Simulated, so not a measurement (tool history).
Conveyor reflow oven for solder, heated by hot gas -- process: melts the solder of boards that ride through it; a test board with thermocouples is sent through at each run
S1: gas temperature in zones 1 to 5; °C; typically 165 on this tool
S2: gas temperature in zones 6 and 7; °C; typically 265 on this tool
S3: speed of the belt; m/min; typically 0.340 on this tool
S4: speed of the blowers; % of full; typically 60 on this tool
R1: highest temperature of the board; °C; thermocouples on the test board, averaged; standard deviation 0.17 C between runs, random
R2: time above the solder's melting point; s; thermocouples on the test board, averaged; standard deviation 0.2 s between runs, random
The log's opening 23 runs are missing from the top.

run	hour	S1	S2	S3	S4	R1	R2
24	301.2	172	253	0.368	83	241.4	72.7
25	313.8	172	253	0.368	83	241.3	72.9
26	330.4	152	280	0.340	81	264.8	96.0
27	346.0	152	266	0.402	81	246.6	62.1
28	354.3	165	273	0.331	86	261.9	102.6
29	372.2	165	273	0.331	86	261.5	102.1
30	389.7	171	273	0.323	86	263.2	108.7
# hour 398.0: flux residue cleaned out of gas plates and filters
31	411.2	177	265	0.340	63	250.0	92.0

Consider 3 possible next runs. They are alternatives, not a sequence: every one starts from the tool as it was left by run 31. What does each give?
A	421.9	178	266	0.383	60	?	?
B	421.9	177	265	0.278	63	?	?
C	421.9	151	277	0.374	60	?	?

run	R1	R2
A	246.8	75.8
B	255.5	122.6
C	251.0	70.2
What these runs would have given with no unlogged condition in the tool:
run	R1	R2
A	246.8	75.8
B	255.5	122.6
C	251.0	70.2

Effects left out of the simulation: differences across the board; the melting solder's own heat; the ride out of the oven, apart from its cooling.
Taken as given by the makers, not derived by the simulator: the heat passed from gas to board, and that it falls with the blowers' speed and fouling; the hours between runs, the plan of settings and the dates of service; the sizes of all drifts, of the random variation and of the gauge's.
